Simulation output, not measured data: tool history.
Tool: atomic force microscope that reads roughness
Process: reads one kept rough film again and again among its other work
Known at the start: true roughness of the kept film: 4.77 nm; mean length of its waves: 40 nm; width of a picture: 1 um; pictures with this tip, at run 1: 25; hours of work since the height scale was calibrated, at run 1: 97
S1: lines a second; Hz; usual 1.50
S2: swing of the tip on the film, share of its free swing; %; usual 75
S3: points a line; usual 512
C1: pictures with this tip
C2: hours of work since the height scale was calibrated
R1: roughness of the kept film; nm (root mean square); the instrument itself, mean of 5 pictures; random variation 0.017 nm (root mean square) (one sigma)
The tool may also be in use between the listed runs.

Run 1, hour 0.0: usual settings; C1 25; C2 97. Result: R1 3.973 nm (root mean square).
At hour 25.8: new tip fitted.
Run 2, hour 50.6: usual settings; C1 53; C2 133. Result: R1 3.632 nm (root mean square).
At hour 64.2: new tip fitted.
Run 3, hour 96.3: usual settings; C1 69; C2 166. Result: R1 3.548 nm (root mean square).
At hour 104.3: new tip fitted.
At hour 141.4: new tip fitted.
Run 4, hour 162.0: usual settings; C1 44; C2 212. Result: R1 3.728 nm (root mean square).
At hour 178.0: new tip fitted.
At hour 214.8: new tip fitted.
Run 5, hour 225.8: usual settings; C1 23; C2 257. Result: R1 3.950 nm (root mean square).
At hour 255.8: new tip fitted.
At hour 293.4: new tip fitted.
Run 6, hour 309.8: usual settings but S3 324; C1 35; C2 316. Result: R1 3.902 nm (root mean square).
At hour 331.7: new tip fitted.
At hour 369.1: new tip fitted.
Run 7, hour 396.4: usual settings but S2 60 %; C1 59; C2 377. Result: R1 3.754 nm (root mean square).
At hour 407.5: new tip fitted.
At hour 446.3: new tip fitted.
Run 8, hour 468.6: usual settings but S2 60 %; C1 48; C2 428. Result: R1 3.872 nm (root mean square).
At hour 484.0: new tip fitted.
At hour 520.8: new tip fitted.
Run 9, hour 522.0: usual settings but S2 60 %; C1 2; C2 466. Result: R1 4.363 nm (root mean square).
At hour 558.8: new tip fitted.
At hour 595.7: new tip fitted.
Run 10, hour 598.7: usual settings but S2 60 %; C1 6; C2 520. Result: R1 4.307 nm (root mean square).
At hour 634.3: new tip fitted.
Run 11, hour 658.3: usual settings but S1 2.98 Hz, S2 64 %, S3 743; C1 52; C2 562. Result: R1 3.609 nm (root mean square).
At hour 674.1: new tip fitted.
At hour 711.4: new tip fitted.
Run 12, hour 729.5: usual settings but S2 67 %, S3 319; C1 39; C2 613. Result: R1 3.790 nm (root mean square).
At hour 748.2: new tip fitted.
At hour 786.8: new tip fitted.
Run 13, hour 799.2: usual settings but S2 67 %, S3 339; C1 27; C2 662. Result: R1 3.955 nm (root mean square).
At hour 824.2: new tip fitted.
At hour 862.3: new tip fitted.
Run 14, hour 869.5: usual settings but S1 2.11 Hz, S2 63 %, S3 978; C1 15; C2 711. Result: R1 4.121 nm (root mean square).
At hour 903.6: new tip fitted.
At hour 940.3: new tip fitted.
Run 15, hour 940.3: usual settings but S1 0.79 Hz, S2 56 %, S3 978; C1 0; C2 761. Result: R1 4.382 nm (root mean square).
At hour 977.1: new tip fitted.
Run 16, hour 1001.5: usual settings but S1 0.79 Hz, S2 56 %, S3 978; C1 52; C2 805. Result: R1 3.860 nm (root mean square).
At hour 1018.0: new tip fitted.
At hour 1057.1: new tip fitted.
Run 17, hour 1058.6: usual settings but S1 0.79 Hz, S2 56 %, S3 978; C1 3; C2 845. Result: R1 4.378 nm (root mean square).
At hour 1094.3: new tip fitted.
Run 18, hour 1120.5: usual settings but S3 398; C1 56; C2 889. Result: R1 3.634 nm (root mean square).
At hour 1131.2: new tip fitted.
At hour 1172.1: new tip fitted.
Run 19, hour 1204.6: usual settings but S1 1.12 Hz, S2 56 %; C1 70; C2 948. Result: R1 3.635 nm (root mean square).

4 ways to go on from here, each from the tool as it stands after run 19. What would each give?
At hour 1209.8: new tip fitted.
At hour 1253.1: new tip fitted.
Run A, hour 1256.9: usual settings but S1 1.12 Hz, S2 57 %, S3 364; C1 8; C2 985. Result: R1 ?.
At hour 1209.8: new tip fitted.
At hour 1253.1: new tip fitted.
Run B, hour 1256.9: usual settings but S1 1.12 Hz, S2 59 %; C1 8; C2 985. Result: R1 ?.
At hour 1209.8: new tip fitted.
At hour 1253.1: new tip fitted.
Run C, hour 1256.9: usual settings but S1 1.27 Hz, S2 56 %, S3 495; C1 8; C2 985. Result: R1 ?.
At hour 1209.8: new tip fitted.
At hour 1253.1: new tip fitted.
Run D, hour 1256.9: usual settings but S1 3.54 Hz, S2 55 %; C1 8; C2 985. Result: R1 ?.

run     R1
  A  4.236
  B  4.250
  C  4.281
  D  4.166
Without the tool's hidden state the same runs would have given:
run     R1
  A  4.396
  B  4.411
  C  4.443
  D  4.324
